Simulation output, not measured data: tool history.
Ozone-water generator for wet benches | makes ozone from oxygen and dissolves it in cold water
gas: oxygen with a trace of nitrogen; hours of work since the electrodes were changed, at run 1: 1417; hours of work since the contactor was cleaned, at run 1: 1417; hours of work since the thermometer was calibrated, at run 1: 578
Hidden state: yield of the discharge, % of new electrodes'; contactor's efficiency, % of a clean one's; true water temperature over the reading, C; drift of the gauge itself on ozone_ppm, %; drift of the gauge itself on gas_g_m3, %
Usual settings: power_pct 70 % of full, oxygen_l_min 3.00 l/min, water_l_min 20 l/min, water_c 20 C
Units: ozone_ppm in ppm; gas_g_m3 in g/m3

run	hour	power_pct	oxygen_l_min	water_l_min	water_c	hours of work since the electrodes were changed	hours of work since the contactor was cleaned	hours of work since the thermometer was calibrated	ozone_ppm	gas_g_m3
1	0.0	70	3.00	20	20	1417	1417	578	15.9	261.5
2	53.9	70	3.00	20	18	1465	1465	626	16.0	260.0
3	81.3	70	3.00	20	18	1490	1490	651	16.4	259.0
4	113.6	70	3.00	20	18	1519	1519	680	16.3	260.8
5	160.2	70	3.00	20	13	1560	1560	721	17.0	259.9
6	212.5	70	3.72	20	20	1607	1607	768	16.7	240.9
7	244.4	70	3.00	20	26	1636	1636	797	15.0	258.8
8	295.5	70	3.00	20	26	1681	1681	842	14.7	258.7
9	333.8	70	3.00	20	20	1716	1716	876	15.7	258.6
10	365.5	70	3.00	20	20	1744	1744	905	15.6	258.3
11	413.5	70	3.00	20	20	1787	1787	948	15.6	255.5
12	448.7	91	3.00	20	13	1818	1818	979	20.4	314.4
13	475.2	91	3.00	20	13	1842	1842	1003	20.3	310.6
14	501.3	70	2.90	22	20	1865	1865	1026	14.2	261.2
15	526.1	70	3.00	19	20	1887	1887	1048	16.4	256.1
16	557.5	70	2.58	16	20	1916	1916	1076	18.4	270.8
17	604.0	70	2.58	16	20	1957	1957	1118	18.1	268.4
18	635.9	70	2.58	16	27	1986	1986	1146	16.7	269.8
19	687.0	47	2.58	26	22	2031	2031	1192	8.2	198.4
20	710.6	47	2.58	26	22	2052	2052	1213	8.3	199.7
21	762.8	47	2.58	26	22	2099	2099	1260	8.2	197.0

5 ways to go on from here, each from the tool as it stands after run 21. What would each give?
A	816.7	62	3.00	27	20	2147	2147	1308	?	?
B	816.7	70	3.00	20	26	2147	2147	1308	?	?
C	816.7	70	3.00	16	20	2147	2147	1308	?	?
D	816.7	47	1.64	26	22	2147	2147	1308	?	?
E	816.7	44	2.58	26	20	2147	2147	1308	?	?

run	ozone_ppm	gas_g_m3
A	10.3	232.2
B	14.4	254.7
C	18.9	251.7
D	6.6	232.4
E	7.7	190.4
Without the tool's hidden state the same runs would have given:
run	ozone_ppm	gas_g_m3
A	11.4	248.5
B	16.0	274.4
C	21.0	271.2
D	7.2	244.7
E	8.4	199.7

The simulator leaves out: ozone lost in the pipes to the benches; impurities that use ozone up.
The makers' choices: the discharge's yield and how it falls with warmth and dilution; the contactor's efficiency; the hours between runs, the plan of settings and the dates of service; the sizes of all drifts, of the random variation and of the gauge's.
